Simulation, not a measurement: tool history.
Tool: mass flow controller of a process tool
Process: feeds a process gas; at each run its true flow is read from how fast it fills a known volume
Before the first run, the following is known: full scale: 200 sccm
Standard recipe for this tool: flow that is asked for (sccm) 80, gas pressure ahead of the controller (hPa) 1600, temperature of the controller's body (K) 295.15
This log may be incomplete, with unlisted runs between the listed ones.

run    hour  flow that is asked for (sccm)  gas pressure ahead of the controller (hPa)  temperature of the controller's body (K)  true flow (%)
  1     0.0                             80                                        1600                                    295.15         100.95
  2   184.4                             80                                        2290                                    295.15         100.49
  3   351.6                             80                                        2290                                    295.15         100.53
  4   526.4                             80                                        1600                                    295.15         101.04
  5   731.0                             80                                        1600                                    295.15         100.99
  6   863.3                             80                                        1600                                    295.15         100.93
  7  1009.7                             80                                        1600                                    295.15         101.02
  8  1104.9                             80                                        1600                                    295.15         100.85
  9  1223.0                             80                                        1600                                    295.15         100.96
 10  1324.5                             80                                        1600                                    295.15         101.16
 11  1526.5                             80                                        1600                                    295.15         101.04
 12  1662.6                             80                                        1600                                    295.15         101.17
 13  1813.7                             80                                        1600                                    295.15         101.13
 14  1956.1                             80                                        1600                                    295.15         101.16
 15  2054.1                             80                                        1600                                    295.15         101.25
 16  2158.3                             80                                        1600                                    295.15         101.18
 17  2264.4                             80                                        1820                                    297.15         100.94

What does the tool deliver on the next run?
 18  2409.0                             80                                        1820                                    297.15              ?

Run 18 came out at true flow (%) 100.85.
Were there no unlogged condition in the tool, this run, its random variation unchanged, would have produced true flow (%) 99.75.

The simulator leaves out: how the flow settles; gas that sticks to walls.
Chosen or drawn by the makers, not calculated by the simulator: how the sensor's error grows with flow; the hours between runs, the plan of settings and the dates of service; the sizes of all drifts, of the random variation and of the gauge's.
